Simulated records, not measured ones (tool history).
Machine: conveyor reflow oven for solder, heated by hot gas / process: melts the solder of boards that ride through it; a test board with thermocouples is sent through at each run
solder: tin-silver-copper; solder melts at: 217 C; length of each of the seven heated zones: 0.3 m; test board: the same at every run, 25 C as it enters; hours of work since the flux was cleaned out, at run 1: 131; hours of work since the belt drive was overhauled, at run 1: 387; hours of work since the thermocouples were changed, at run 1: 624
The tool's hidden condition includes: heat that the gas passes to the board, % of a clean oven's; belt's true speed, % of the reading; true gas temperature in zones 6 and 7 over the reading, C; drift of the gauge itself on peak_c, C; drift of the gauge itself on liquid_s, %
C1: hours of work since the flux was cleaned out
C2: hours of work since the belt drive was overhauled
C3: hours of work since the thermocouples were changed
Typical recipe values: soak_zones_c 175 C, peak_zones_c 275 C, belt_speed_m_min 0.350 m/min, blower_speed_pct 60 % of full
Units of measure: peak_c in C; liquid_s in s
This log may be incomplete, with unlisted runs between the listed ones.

run 1 hour=0.0 | soak_zones_c=175 peak_zones_c=275 belt_speed_m_min=0.350 blower_speed_pct=60 | C1=131 C2=387 C3=624 | peak_c=264.2 liquid_s=88.7
run 2 hour=9.5 | soak_zones_c=175 peak_zones_c=275 belt_speed_m_min=0.350 blower_speed_pct=60 | C1=135 C2=391 C3=628 | peak_c=264.0 liquid_s=88.4
run 3 hour=24.7 | soak_zones_c=175 peak_zones_c=275 belt_speed_m_min=0.350 blower_speed_pct=60 | C1=143 C2=399 C3=636 | peak_c=263.9 liquid_s=88.9
run 4 hour=40.9 | soak_zones_c=175 peak_zones_c=275 belt_speed_m_min=0.350 blower_speed_pct=60 | C1=150 C2=406 C3=643 | peak_c=264.1 liquid_s=89.2
run 5 hour=53.2 | soak_zones_c=175 peak_zones_c=275 belt_speed_m_min=0.350 blower_speed_pct=60 | C1=156 C2=412 C3=649 | peak_c=263.8 liquid_s=89.6
-- hour=59.3 flux residue cleaned out of gas plates and filters
run 6 hour=73.1 | soak_zones_c=175 peak_zones_c=275 belt_speed_m_min=0.350 blower_speed_pct=60 | C1=7 C2=419 C3=656 | peak_c=264.9 liquid_s=90.4
run 7 hour=94.4 | soak_zones_c=175 peak_zones_c=275 belt_speed_m_min=0.350 blower_speed_pct=60 | C1=17 C2=430 C3=667 | peak_c=264.4 liquid_s=89.4
run 8 hour=108.2 | soak_zones_c=175 peak_zones_c=265 belt_speed_m_min=0.350 blower_speed_pct=60 | C1=23 C2=436 C3=673 | peak_c=254.7 liquid_s=82.8
run 9 hour=129.7 | soak_zones_c=175 peak_zones_c=265 belt_speed_m_min=0.350 blower_speed_pct=60 | C1=34 C2=446 C3=683 | peak_c=255.4 liquid_s=83.1
run 10 hour=138.8 | soak_zones_c=169 peak_zones_c=275 belt_speed_m_min=0.350 blower_speed_pct=60 | C1=38 C2=451 C3=688 | peak_c=263.9 liquid_s=86.9
run 11 hour=150.5 | soak_zones_c=175 peak_zones_c=275 belt_speed_m_min=0.312 blower_speed_pct=60 | C1=44 C2=456 C3=693 | peak_c=268.0 liquid_s=103.4
run 12 hour=165.9 | soak_zones_c=175 peak_zones_c=279 belt_speed_m_min=0.312 blower_speed_pct=60 | C1=51 C2=464 C3=701 | peak_c=271.8 liquid_s=105.3
run 13 hour=175.1 | soak_zones_c=175 peak_zones_c=279 belt_speed_m_min=0.312 blower_speed_pct=60 | C1=55 C2=468 C3=705 | peak_c=271.9 liquid_s=105.4
run 14 hour=194.5 | soak_zones_c=172 peak_zones_c=275 belt_speed_m_min=0.350 blower_speed_pct=60 | C1=65 C2=477 C3=714 | peak_c=264.7 liquid_s=88.3
run 15 hour=212.0 | soak_zones_c=172 peak_zones_c=275 belt_speed_m_min=0.350 blower_speed_pct=60 | C1=73 C2=486 C3=723 | peak_c=263.8 liquid_s=88.2
run 16 hour=230.8 | soak_zones_c=175 peak_zones_c=275 belt_speed_m_min=0.356 blower_speed_pct=60 | C1=82 C2=495 C3=732 | peak_c=263.9 liquid_s=87.6
run 17 hour=249.4 | soak_zones_c=175 peak_zones_c=275 belt_speed_m_min=0.356 blower_speed_pct=60 | C1=91 C2=504 C3=741 | peak_c=263.9 liquid_s=88.6
run 18 hour=271.1 | soak_zones_c=180 peak_zones_c=280 belt_speed_m_min=0.377 blower_speed_pct=63 | C1=101 C2=514 C3=751 | peak_c=267.8 liquid_s=87.5
run 19 hour=291.7 | soak_zones_c=180 peak_zones_c=280 belt_speed_m_min=0.377 blower_speed_pct=63 | C1=111 C2=524 C3=761 | peak_c=268.5 liquid_s=86.9
run 20 hour=306.0 | soak_zones_c=160 peak_zones_c=272 belt_speed_m_min=0.350 blower_speed_pct=60 | C1=118 C2=531 C3=768 | peak_c=259.7 liquid_s=79.8
run 21 hour=318.2 | soak_zones_c=182 peak_zones_c=285 belt_speed_m_min=0.326 blower_speed_pct=86 | C1=124 C2=536 C3=774 | peak_c=279.5 liquid_s=107.9
run 22 hour=337.1 | soak_zones_c=182 peak_zones_c=285 belt_speed_m_min=0.326 blower_speed_pct=86 | C1=133 C2=546 C3=783 | peak_c=279.3 liquid_s=107.6
run 23 hour=350.9 | soak_zones_c=182 peak_zones_c=285 belt_speed_m_min=0.326 blower_speed_pct=86 | C1=139 C2=552 C3=789 | peak_c=278.9 liquid_s=108.4
run 24 hour=370.9 | soak_zones_c=182 peak_zones_c=285 belt_speed_m_min=0.326 blower_speed_pct=86 | C1=149 C2=562 C3=799 | peak_c=279.2 liquid_s=109.1
run 25 hour=385.7 | soak_zones_c=182 peak_zones_c=285 belt_speed_m_min=0.326 blower_speed_pct=86 | C1=156 C2=569 C3=806 | peak_c=279.0 liquid_s=108.6
-- hour=393.5 flux residue cleaned out of gas plates and filters
run 26 hour=406.0 | soak_zones_c=186 peak_zones_c=274 belt_speed_m_min=0.363 blower_speed_pct=63 | C1=6 C2=576 C3=813 | peak_c=265.2 liquid_s=91.9
run 27 hour=422.0 | soak_zones_c=169 peak_zones_c=286 belt_speed_m_min=0.350 blower_speed_pct=60 | C1=14 C2=584 C3=821 | peak_c=274.7 liquid_s=93.5
run 28 hour=436.5 | soak_zones_c=169 peak_zones_c=286 belt_speed_m_min=0.350 blower_speed_pct=60 | C1=21 C2=591 C3=828 | peak_c=274.3 liquid_s=94.0
run 29 hour=447.7 | soak_zones_c=186 peak_zones_c=274 belt_speed_m_min=0.292 blower_speed_pct=68 | C1=26 C2=596 C3=833 | peak_c=270.4 liquid_s=119.7
run 30 hour=467.7 | soak_zones_c=186 peak_zones_c=288 belt_speed_m_min=0.292 blower_speed_pct=88 | C1=35 C2=606 C3=843 | peak_c=284.9 liquid_s=125.8
run 31 hour=477.0 | soak_zones_c=186 peak_zones_c=288 belt_speed_m_min=0.292 blower_speed_pct=88 | C1=40 C2=610 C3=847 | peak_c=285.3 liquid_s=125.4

4 ways to go on from here, each from the tool as it stands after run 31. What would each give?
run A hour=486.3 | soak_zones_c=186 peak_zones_c=288 belt_speed_m_min=0.387 blower_speed_pct=88 | C1=44 C2=614 C3=851 | peak_c=? liquid_s=?
run B hour=486.3 | soak_zones_c=175 peak_zones_c=274 belt_speed_m_min=0.350 blower_speed_pct=60 | C1=44 C2=614 C3=851 | peak_c=? liquid_s=?
run C hour=486.3 | soak_zones_c=175 peak_zones_c=268 belt_speed_m_min=0.395 blower_speed_pct=60 | C1=44 C2=614 C3=851 | peak_c=? liquid_s=?
run D hour=486.3 | soak_zones_c=172 peak_zones_c=288 belt_speed_m_min=0.308 blower_speed_pct=62 | C1=44 C2=614 C3=851 | peak_c=? liquid_s=?

run=A peak_c=279.1 liquid_s=92.7
run=B peak_c=264.7 liquid_s=90.1
run=C peak_c=255.5 liquid_s=71.9
run=D peak_c=280.9 liquid_s=111.4
Stripped of hidden state, with their random variation kept, the same runs would have yielded:
run=A peak_c=276.5 liquid_s=90.1
run=B peak_c=262.0 liquid_s=86.8
run=C peak_c=252.9 liquid_s=68.6
run=D peak_c=278.1 liquid_s=108.1
